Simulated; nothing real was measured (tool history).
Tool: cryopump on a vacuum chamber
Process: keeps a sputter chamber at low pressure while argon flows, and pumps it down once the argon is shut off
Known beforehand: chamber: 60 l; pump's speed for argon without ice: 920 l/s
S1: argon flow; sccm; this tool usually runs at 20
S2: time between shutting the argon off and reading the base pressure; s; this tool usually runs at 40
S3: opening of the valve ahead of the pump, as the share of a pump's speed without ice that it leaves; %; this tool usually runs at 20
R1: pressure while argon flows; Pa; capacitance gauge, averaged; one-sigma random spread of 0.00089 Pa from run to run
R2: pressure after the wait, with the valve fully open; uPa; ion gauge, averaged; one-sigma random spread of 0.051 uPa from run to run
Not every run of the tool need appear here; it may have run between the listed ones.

Run 1, hour 0: usual settings. Result: R1 0.1873 Pa, R2 6.06 uPa.
Run 2, hour 11.5: usual settings. Result: R1 0.189 Pa, R2 5.97 uPa.
Run 3, hour 28.9: usual settings. Result: R1 0.1891 Pa, R2 5.97 uPa.
Run 4, hour 40.8: usual settings but S1 39 sccm. Result: R1 0.3658 Pa, R2 5.99 uPa.
Run 5, hour 65.4: usual settings but S2 90 s. Result: R1 0.1884 Pa, R2 4.59 uPa.
Run 6, hour 86.9: usual settings but S2 90 s. Result: R1 0.188 Pa, R2 4.61 uPa.
Run 7, hour 109.9: usual settings but S2 90 s. Result: R1 0.1893 Pa, R2 4.55 uPa.
Run 8, hour 121.7: usual settings but S2 90 s. Result: R1 0.1901 Pa, R2 4.7 uPa.
Run 9, hour 140.7: usual settings but S2 90 s. Result: R1 0.1882 Pa, R2 4.68 uPa.
Run 10, hour 154.8: usual settings but S2 90 s. Result: R1 0.1903 Pa, R2 4.63 uPa.
Run 11, hour 171.2: usual settings but S2 90 s. Result: R1 0.1897 Pa, R2 4.71 uPa.
Run 12, hour 193.3: usual settings but S2 90 s. Result: R1 0.1888 Pa, R2 4.81 uPa.
Run 13, hour 207.4: usual settings but S2 90 s. Result: R1 0.1893 Pa, R2 4.76 uPa.
Run 14, hour 220.5: usual settings but S1 18 sccm, S2 90 s. Result: R1 0.1717 Pa, R2 4.82 uPa.
Run 15, hour 235.3: usual settings but S2 124 s. Result: R1 0.1887 Pa, R2 4.59 uPa.
Run 16, hour 260.4: usual settings but S2 124 s. Result: R1 0.1903 Pa, R2 4.57 uPa.
Run 17, hour 281.5: usual settings but S2 43 s, S3 17 %. Result: R1 0.2233 Pa, R2 6.16 uPa.
Run 18, hour 305.2: usual settings but S1 14 sccm, S2 26 s, S3 24 %. Result: R1 0.1126 Pa, R2 8.03 uPa.
Run 19, hour 319.5: usual settings but S1 13 sccm, S2 119 s, S3 31 %. Result: R1 0.0828 Pa, R2 4.71 uPa.
Run 20, hour 344.8: usual settings but S1 32 sccm, S2 50 s, S3 21 %. Result: R1 0.2937 Pa, R2 5.99 uPa.
Run 21, hour 362.8: usual settings but S1 32 sccm, S2 50 s, S3 21 %. Result: R1 0.2896 Pa, R2 6.24 uPa.
Run 22, hour 380.4: usual settings but S1 19 sccm, S3 21 %. Result: R1 0.1738 Pa, R2 6.6 uPa.

Run 23 has not been measured yet. What should we expect?
Run 23, hour 400.6: usual settings but S1 19 sccm, S3 21 %. Result: R1 ?, R2 ?.

Run 23 measured R1 0.1733 Pa, R2 6.62 uPa.
If the tool had no hidden condition, the same run with the same run-to-run variation would have returned R1 0.1663 Pa, R2 3.11 uPa.

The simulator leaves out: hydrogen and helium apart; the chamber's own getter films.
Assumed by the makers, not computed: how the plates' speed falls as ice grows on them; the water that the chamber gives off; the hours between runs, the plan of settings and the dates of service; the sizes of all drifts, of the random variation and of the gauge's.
